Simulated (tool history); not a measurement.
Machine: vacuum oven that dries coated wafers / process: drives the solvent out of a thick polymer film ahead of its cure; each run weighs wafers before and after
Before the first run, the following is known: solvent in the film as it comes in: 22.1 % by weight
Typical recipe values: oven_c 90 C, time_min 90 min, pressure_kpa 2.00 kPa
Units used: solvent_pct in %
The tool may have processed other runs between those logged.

run      day  oven_c  time_min  pressure_kpa  solvent_pct
  1    0.000      90        90          2.00         1.91
       1.979  -- oven's thermocouples calibrated
  2    3.104      90        90          2.00         1.90
  3    5.925      90        90          2.00         1.90
  4    7.550      90        90          2.00         1.93
  5   10.150      90        90          2.00         1.90
  6   13.729      90        90          1.94         1.91
  7   15.879      90        90          1.94         1.89
  8   18.850      90        90          1.94         1.85
  9   22.371      90        90          1.94         1.85
 10   25.092      90        77          2.00         2.28
 11   27.325      90        90          5.16         3.82
 12   30.812      90        90          5.16         3.84
 13   33.054      90        90          5.16         3.81
 14   34.779      90        90          5.16         3.82
 15   37.038      90        90          5.45         4.02
 16   39.196      90        90          2.00         1.87
 17   40.808      94        90          2.00         1.50
 18   44.212      94        90          2.00         1.49
 19   47.792      94        90          2.00         1.50
 20   49.446      90        90          2.00         1.95
 21   52.321      90       135          4.57         2.95
 22   54.867      98        95          1.74         0.97
 23   57.221      98        95          1.74         0.95
 24   59.371     105        90          3.87         1.46
 25   62.750      90        90          5.03         3.75
      64.825  -- oven's thermocouples calibrated
 26   65.483     101       140          5.28         2.22
 27   68.858      98        60          1.87         1.75
      71.092  -- vacuum gauge cleaned of residue and calibrated
 28   71.800      98        52          1.85         2.12
 29   73.338      79        45          1.85         7.66
 30   76.938      79        45          1.85         7.64
 31   78.846      82       131          3.09         3.16
 32   82.158      80        51          2.00         6.66
 33   85.312      80        51          2.00         6.63
 34   88.792      90       138          2.00         1.37
 35   90.533     102       146          4.46         1.80
 36   93.562     102       146          4.46         1.79
 37   96.529      97        55          5.91         3.99
 38   99.254      97        56          1.63         1.99
 39  102.729      90       160          2.00         1.28

3 ways to go on from here, each from the tool as it stands after run 39. What would each give?
  A  106.046      80       134          2.00            ?
  B  106.046      90        69          2.73            ?
  C  106.046      91        90          2.00            ?

run  solvent_pct
  A         2.52
  B         3.04
  C         1.79
With no hidden state in the tool, these same runs would have given:
run  solvent_pct
  A         2.52
  B         3.03
  C         1.78

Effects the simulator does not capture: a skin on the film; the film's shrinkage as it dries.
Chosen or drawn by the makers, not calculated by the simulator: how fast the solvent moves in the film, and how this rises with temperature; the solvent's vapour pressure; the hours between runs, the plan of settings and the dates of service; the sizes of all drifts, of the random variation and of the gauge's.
